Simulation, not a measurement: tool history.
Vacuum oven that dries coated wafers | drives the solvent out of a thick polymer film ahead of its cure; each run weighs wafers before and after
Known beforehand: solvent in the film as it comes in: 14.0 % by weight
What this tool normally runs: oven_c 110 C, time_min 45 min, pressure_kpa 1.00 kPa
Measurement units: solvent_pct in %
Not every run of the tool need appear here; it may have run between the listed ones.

run	hour	oven_c	time_min	pressure_kpa	solvent_pct
1	0.0	110	45	1.00	1.21
2	9.6	110	45	1.00	1.25
3	18.3	110	45	1.00	1.30
4	25.7	110	77	1.00	0.66
5	35.4	110	56	1.00	0.91
6	47.0	110	41	1.00	1.52
7	55.5	121	45	1.00	0.41
8	66.7	110	45	1.00	1.16
9	75.3	110	64	3.64	1.99
10	87.1	112	64	2.41	1.30
11	92.6	114	25	1.66	2.45
12	100.1	114	25	1.66	2.56
13	106.1	116	31	0.79	1.22
14	117.8	110	45	1.10	1.38
15	125.0	125	71	1.00	0.22
16	136.5	124	52	0.68	0.21

Branching from run 16: 3 alternative next runs. What would each branch give?
A	147.4	109	52	0.68	?
B	147.4	107	61	0.68	?
C	147.4	99	54	0.98	?

run	solvent_pct
A	1.03
B	0.94
C	2.75
Take away the tool's hidden state, keep each run's random variation, and the runs would have read:
run	solvent_pct
A	1.08
B	0.98
C	2.87
